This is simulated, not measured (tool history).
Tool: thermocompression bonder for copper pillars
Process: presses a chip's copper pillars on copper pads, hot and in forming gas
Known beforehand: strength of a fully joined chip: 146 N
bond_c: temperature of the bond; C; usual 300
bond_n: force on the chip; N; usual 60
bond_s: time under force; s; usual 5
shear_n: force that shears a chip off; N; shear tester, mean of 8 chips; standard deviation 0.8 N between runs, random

Run 1, hour 0.0: usual settings. Result: shear_n 63.6 N.
Run 2, hour 43.5: usual settings. Result: shear_n 63.9 N.
Run 3, hour 66.3: usual settings. Result: shear_n 62.8 N.
At hour 77.7: forming gas filter changed.
Run 4, hour 91.2: usual settings. Result: shear_n 63.4 N.
Run 5, hour 119.8: usual settings. Result: shear_n 63.2 N.
Run 6, hour 161.0: usual settings. Result: shear_n 63.9 N.
Run 7, hour 184.7: usual settings but bond_s 3 s. Result: shear_n 50.4 N.
Run 8, hour 217.8: usual settings. Result: shear_n 61.7 N.
At hour 238.2: forming gas filter changed.
Run 9, hour 238.2: usual settings but bond_s 3 s. Result: shear_n 52.5 N.
Run 10, hour 267.4: usual settings but bond_s 3 s. Result: shear_n 51.3 N.
Run 11, hour 286.5: usual settings. Result: shear_n 62.5 N.
Run 12, hour 311.7: usual settings. Result: shear_n 61.6 N.
Run 13, hour 349.7: usual settings. Result: shear_n 62.8 N.
Run 14, hour 392.1: usual settings but bond_c 275 C. Result: shear_n 44.5 N.
At hour 398.0: forming gas filter changed.
Run 15, hour 433.1: usual settings but bond_c 275 C. Result: shear_n 44.1 N.
Run 16, hour 460.2: usual settings but bond_c 276 C, bond_n 39 N. Result: shear_n 27.7 N.
Run 17, hour 490.0: usual settings but bond_n 46 N, bond_s 6 s. Result: shear_n 50.5 N.
Run 18, hour 525.4: usual settings but bond_n 46 N, bond_s 6 s. Result: shear_n 52.5 N.
At hour 557.1: forming gas filter changed.
Run 19, hour 568.4: usual settings but bond_n 46 N, bond_s 6 s. Result: shear_n 52.9 N.
Run 20, hour 606.2: usual settings but bond_c 290 C, bond_n 38 N, bond_s 6 s. Result: shear_n 37.2 N.
Run 21, hour 639.5: usual settings but bond_c 290 C, bond_n 38 N, bond_s 6 s. Result: shear_n 36.0 N.
Run 22, hour 667.7: usual settings but bond_c 290 C, bond_n 38 N, bond_s 6 s. Result: shear_n 37.5 N.

Consider 4 possible next runs. They are alternatives, not a sequence: every one starts from the tool as it was left by run 22. What does each give?
Run A, hour 698.1: usual settings but bond_c 323 C, bond_n 38 N, bond_s 6 s. Result: shear_n ?.
Run B, hour 698.1: usual settings but bond_c 282 C, bond_n 50 N, bond_s 6 s. Result: shear_n ?.
Run C, hour 698.1: usual settings but bond_c 290 C, bond_n 46 N, bond_s 11 s. Result: shear_n ?.
Run D, hour 698.1: usual settings but bond_c 290 C, bond_n 38 N, bond_s 3 s. Result: shear_n ?.

run  shear_n
  A     56.6
  B     43.4
  C     59.0
  D     26.6
Without the tool's hidden state the same runs would have given:
run  shear_n
  A     55.9
  B     42.8
  C     58.2
  D     26.2

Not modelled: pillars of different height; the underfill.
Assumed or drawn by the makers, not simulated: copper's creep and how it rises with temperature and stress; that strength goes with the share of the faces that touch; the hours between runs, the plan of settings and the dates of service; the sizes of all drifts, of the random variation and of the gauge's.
